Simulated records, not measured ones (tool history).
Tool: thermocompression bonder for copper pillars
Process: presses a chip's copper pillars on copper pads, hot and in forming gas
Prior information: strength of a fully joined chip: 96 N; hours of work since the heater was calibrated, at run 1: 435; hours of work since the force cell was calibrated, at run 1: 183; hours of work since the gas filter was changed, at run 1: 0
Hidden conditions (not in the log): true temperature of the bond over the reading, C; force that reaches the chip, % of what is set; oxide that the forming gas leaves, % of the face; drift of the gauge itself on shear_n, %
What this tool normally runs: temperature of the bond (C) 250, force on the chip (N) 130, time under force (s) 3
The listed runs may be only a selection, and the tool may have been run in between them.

run	hour	temperature of the bond (C)	force on the chip (N)	time under force (s)	hours of work since the heater was calibrated	hours of work since the force cell was calibrated	hours of work since the gas filter was changed	force that shears a chip off (N)
1	0.0	250	130	3	435	183	0	54.8
2	39.9	250	130	3	460	208	25	54.5
3	72.6	250	130	3	480	229	45	55.1
4	131.1	250	130	3	517	265	82	55.2
5	155.6	250	130	3	532	281	97	55.3
6	191.9	250	130	3	555	303	120	54.5
7	218.6	250	130	3	571	320	137	54.8
8	256.9	250	130	3	595	344	161	54.4
9	306.5	250	91	3	626	375	192	46.6
# hour 327.5: forming gas filter changed
10	361.8	250	130	3	661	409	21	54.2
11	414.2	250	130	3	694	442	54	54.7
12	456.3	250	120	3	720	469	81	52.3
13	508.3	239	130	3	752	501	113	46.3
14	565.1	239	130	3	788	537	149	45.6
15	596.7	239	130	3	808	556	168	45.6
16	628.7	239	130	3	828	576	188	46.0
# hour 654.4: forming gas filter changed
17	670.1	239	130	3	853	602	10	45.6
18	706.6	250	130	3	876	625	33	54.0
19	760.4	250	130	3	910	659	66	53.8
20	805.7	250	130	3	938	687	95	54.4
# hour 826.5: heater calibrated with a thermocouple chip
21	863.3	249	160	3	23	722	129	57.1
22	898.5	274	160	4	45	744	152	78.7
23	952.7	226	156	6	79	778	185	50.3
24	980.0	232	175	2	96	795	202	39.9
# hour 985.7: forming gas filter changed
25	1006.9	224	130	7	113	811	13	47.5
26	1043.3	224	130	7	135	834	36	47.1
27	1093.0	224	130	7	166	865	67	47.1
28	1150.0	224	130	7	202	901	103	47.2
29	1180.7	239	88	8	221	920	122	53.1
# hour 1196.4: gauge calibrated
30	1208.6	271	145	9	239	937	140	87.6
31	1240.3	234	102	3	259	957	159	38.3
32	1290.4	250	130	2	290	989	191	48.0
# hour 1312.7: forming gas filter changed
33	1328.0	242	130	3	313	1012	10	48.3
34	1359.4	277	191	2	333	1031	29	75.4
35	1386.3	276	103	3	350	1048	46	68.5
36	1440.0	236	165	4	383	1082	80	54.1
37	1492.2	236	165	4	416	1115	112	53.7
38	1524.8	224	130	8	436	1135	133	50.3
39	1557.5	224	130	8	457	1155	153	50.5

A few steps of force that shears a chip off (N) between consecutive runs. Split each: what settings, incoming material and random variation would produce without the hidden state, and what is left over for the hidden state, along with gauge scatter present in only one of the two compared results (measured, and without hidden state):
Run 21 -> 22: temperature of the bond (C) 249 -> 274, time under force (s) 3 -> 4. force that shears a chip off (N) +21.6: hidden state -0.6, all else +22.2.
Run 22 -> 23: temperature of the bond (C) 274 -> 226, force on the chip (N) 160 -> 156, time under force (s) 4 -> 6. force that shears a chip off (N) -28.4: hidden state +0.7, all else -29.1.
Run 29 -> 30: temperature of the bond (C) 239 -> 271, force on the chip (N) 88 -> 145, time under force (s) 8 -> 9, gauge calibrated. force that shears a chip off (N) +34.5: hidden state +1.6, all else +32.9.
Run 30 -> 31: temperature of the bond (C) 271 -> 234, force on the chip (N) 145 -> 102, time under force (s) 9 -> 3. force that shears a chip off (N) -49.3: hidden state +0.1, all else -49.4.
